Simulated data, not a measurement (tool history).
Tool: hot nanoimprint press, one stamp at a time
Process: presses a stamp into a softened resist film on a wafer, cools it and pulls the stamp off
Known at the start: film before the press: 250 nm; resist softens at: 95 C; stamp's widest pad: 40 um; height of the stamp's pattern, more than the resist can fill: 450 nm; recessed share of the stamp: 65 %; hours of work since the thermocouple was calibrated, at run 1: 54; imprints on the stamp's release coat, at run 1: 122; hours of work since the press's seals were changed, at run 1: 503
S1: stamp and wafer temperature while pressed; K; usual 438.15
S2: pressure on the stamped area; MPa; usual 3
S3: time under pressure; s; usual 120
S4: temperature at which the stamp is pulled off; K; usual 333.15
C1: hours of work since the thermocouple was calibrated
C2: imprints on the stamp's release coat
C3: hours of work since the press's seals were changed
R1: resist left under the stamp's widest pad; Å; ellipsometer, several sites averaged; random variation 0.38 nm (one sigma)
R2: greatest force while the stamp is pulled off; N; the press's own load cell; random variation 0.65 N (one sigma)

run     day      S1   S2   S3      S4   C1   C2   C3    R1     R2
  1       0  438.15    3  120  333.15   54  122  503  1191  155.4
  2   0.767  438.15    3  120  333.15   63  180  512  1191  155.6
  3   1.675  438.15    3  120  333.15   74  248  523  1193  155.9
  4     2.2  438.15    3  120  333.15   80  287  529  1184  156.1
  5   3.083  438.15    3  120  327.15   91  353  540  1196  183.5
  6   3.904  431.15    3  120  333.15  100  415  550  1517  155.8
  7   4.721  431.15    3  185  333.15  110  476  559  1316  156.8
  8   5.296  431.15    3  185  333.15  117  519  566  1318    156
  9   5.942  438.15    3  120  333.15  125  568  574  1187  156.4
 10   6.938  438.15    3  120  333.15  136  643  586  1200  156.5
      7.442  -- stamp cleaned and given a new release coat
 11   8.133  438.15    3  120  333.15  148   52  597  1198  155.1
 12   9.125  438.15    3  120  333.15  159  126  609  1189  156.2
 13   9.808  438.15    3  120  333.15  167  177  617  1189  155.6
 14  10.612  438.15    3  120  333.15  177  238  626  1191  156.8
 15  11.412  438.15    3  120  333.15  186  298  636  1196    157
 16  12.392  438.15  4.5  120  333.15  198  371  647  1015  154.1
 17   13.45  438.15  4.5  120  333.15  211  451  660  1001  156.1
 18  14.383  438.15  4.5  120  333.15  222  521  671  1005  156.9
 19  15.196  438.15    3   79  333.15  231  582  681  1394  156.8
 20  15.825  438.15    3   79  333.15  239  629  688  1387  157.2

The next listed run, before its measurement:
     16.512  -- stamp cleaned and given a new release coat
 21  16.517  438.15   3  79  333.15  244   0  693   ?   ?

R1: 1387 Å
R2: 156.6 N
Without the tool's hidden state the same run would have given R1 1385 Å, R2 156.5 N.
